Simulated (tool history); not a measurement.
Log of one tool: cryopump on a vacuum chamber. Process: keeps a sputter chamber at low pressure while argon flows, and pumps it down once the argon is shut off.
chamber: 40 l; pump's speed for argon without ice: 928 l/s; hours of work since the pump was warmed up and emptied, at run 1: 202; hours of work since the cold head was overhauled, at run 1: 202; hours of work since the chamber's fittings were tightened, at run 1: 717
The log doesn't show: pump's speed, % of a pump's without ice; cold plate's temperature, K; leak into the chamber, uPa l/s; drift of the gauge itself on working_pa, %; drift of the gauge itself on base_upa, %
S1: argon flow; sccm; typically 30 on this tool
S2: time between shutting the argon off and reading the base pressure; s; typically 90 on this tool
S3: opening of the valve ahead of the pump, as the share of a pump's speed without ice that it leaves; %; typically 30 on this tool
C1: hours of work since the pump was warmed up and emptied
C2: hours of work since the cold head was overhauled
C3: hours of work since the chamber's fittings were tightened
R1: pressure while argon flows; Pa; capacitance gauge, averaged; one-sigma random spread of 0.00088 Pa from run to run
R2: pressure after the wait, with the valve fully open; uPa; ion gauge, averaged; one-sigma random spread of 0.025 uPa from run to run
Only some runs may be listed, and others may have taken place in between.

Run 1, hour 0.0: usual settings; C1 202; C2 202; C3 717. Result: R1 0.1860 Pa, R2 3.21 uPa.
Run 2, hour 11.9: usual settings; C1 212; C2 212; C3 726. Result: R1 0.1854 Pa, R2 3.31 uPa.
Run 3, hour 27.0: usual settings; C1 224; C2 224; C3 739. Result: R1 0.1865 Pa, R2 3.29 uPa.
Run 4, hour 33.7: usual settings; C1 229; C2 229; C3 744. Result: R1 0.1860 Pa, R2 3.31 uPa.
Run 5, hour 47.8: usual settings; C1 241; C2 241; C3 756. Result: R1 0.1867 Pa, R2 3.38 uPa.
Run 6, hour 54.0: usual settings; C1 246; C2 246; C3 761. Result: R1 0.1856 Pa, R2 3.34 uPa.
Run 7, hour 61.0: usual settings; C1 251; C2 251; C3 766. Result: R1 0.1867 Pa, R2 3.32 uPa.
Run 8, hour 73.2: usual settings; C1 261; C2 261; C3 776. Result: R1 0.1858 Pa, R2 3.32 uPa.
Run 9, hour 86.6: usual settings; C1 272; C2 272; C3 787. Result: R1 0.1879 Pa, R2 3.56 uPa.
Run 10, hour 99.0: usual settings; C1 282; C2 282; C3 797. Result: R1 0.1870 Pa, R2 3.53 uPa.
Run 11, hour 112.4: usual settings; C1 293; C2 293; C3 808. Result: R1 0.1869 Pa, R2 3.58 uPa.
Run 12, hour 122.9: usual settings but S2 23 s, S3 46 %; C1 302; C2 302; C3 817. Result: R1 0.1234 Pa, R2 5.67 uPa.
Run 13, hour 129.3: usual settings but S2 23 s, S3 46 %; C1 307; C2 307; C3 822. Result: R1 0.1246 Pa, R2 5.72 uPa.
Run 14, hour 138.8: usual settings but S1 55 sccm, S3 38 %; C1 315; C2 315; C3 830. Result: R1 0.2738 Pa, R2 3.73 uPa.
Run 15, hour 149.1: usual settings but S1 16 sccm, S2 31 s, S3 41 %; C1 323; C2 323; C3 838. Result: R1 0.0743 Pa, R2 5.06 uPa.
Run 16, hour 163.9: usual settings but S1 26 sccm, S2 156 s, S3 20 %; C1 335; C2 335; C3 850. Result: R1 0.2410 Pa, R2 3.52 uPa.
Run 17, hour 172.6: usual settings but S1 26 sccm, S2 158 s, S3 24 %; C1 342; C2 342; C3 857. Result: R1 0.2019 Pa, R2 3.45 uPa.
Run 18, hour 180.0: usual settings but S1 12 sccm, S2 113 s, S3 25 %; C1 348; C2 348; C3 863. Result: R1 0.0894 Pa, R2 3.63 uPa.
Run 19, hour 191.3: usual settings but S1 43 sccm, S3 36 %; C1 357; C2 357; C3 872. Result: R1 0.2260 Pa, R2 3.85 uPa.
Run 20, hour 202.0: usual settings but S1 43 sccm, S3 36 %; C1 366; C2 366; C3 881. Result: R1 0.2269 Pa, R2 3.94 uPa.
Run 21, hour 216.5: usual settings but S1 43 sccm, S3 36 %; C1 378; C2 378; C3 893. Result: R1 0.2248 Pa, R2 3.88 uPa.
Run 22, hour 227.3: usual settings but S1 15 sccm, S2 69 s, S3 34 %; C1 387; C2 387; C3 901. Result: R1 0.0844 Pa, R2 4.17 uPa.

Consider 5 possible next runs. They are alternatives, not a sequence: every one starts from the tool as it was left by run 22. What does each give?
Run A, hour 242.1: usual settings but S1 40 sccm, S2 43 s, S3 34 %; C1 399; C2 399; C3 913. Result: R1 ?, R2 ?.
Run B, hour 242.1: usual settings but S1 17 sccm, S2 139 s, S3 35 %; C1 399; C2 399; C3 913. Result: R1 ?, R2 ?.
Run C, hour 242.1: usual settings but S1 49 sccm, S3 24 %; C1 399; C2 399; C3 913. Result: R1 ?, R2 ?.
Run D, hour 242.1: usual settings but S1 15 sccm, S2 69 s, S3 39 %; C1 399; C2 399; C3 913. Result: R1 ?, R2 ?.
Run E, hour 242.1: usual settings but S1 15 sccm, S2 206 s, S3 34 %; C1 399; C2 399; C3 913. Result: R1 ?, R2 ?.

run      R1    R2
  A  0.2235  4.85
  B  0.0924  3.81
  C  0.3849  4.07
  D  0.0735  4.31
  E  0.0832  3.54
With the hidden condition removed and each run's random variation left untouched, the same runs would have given:
run      R1    R2
  A  0.2147  1.83
  B  0.0886  0.79
  C  0.3741  1.05
  D  0.0703  1.28
  E  0.0799  0.60
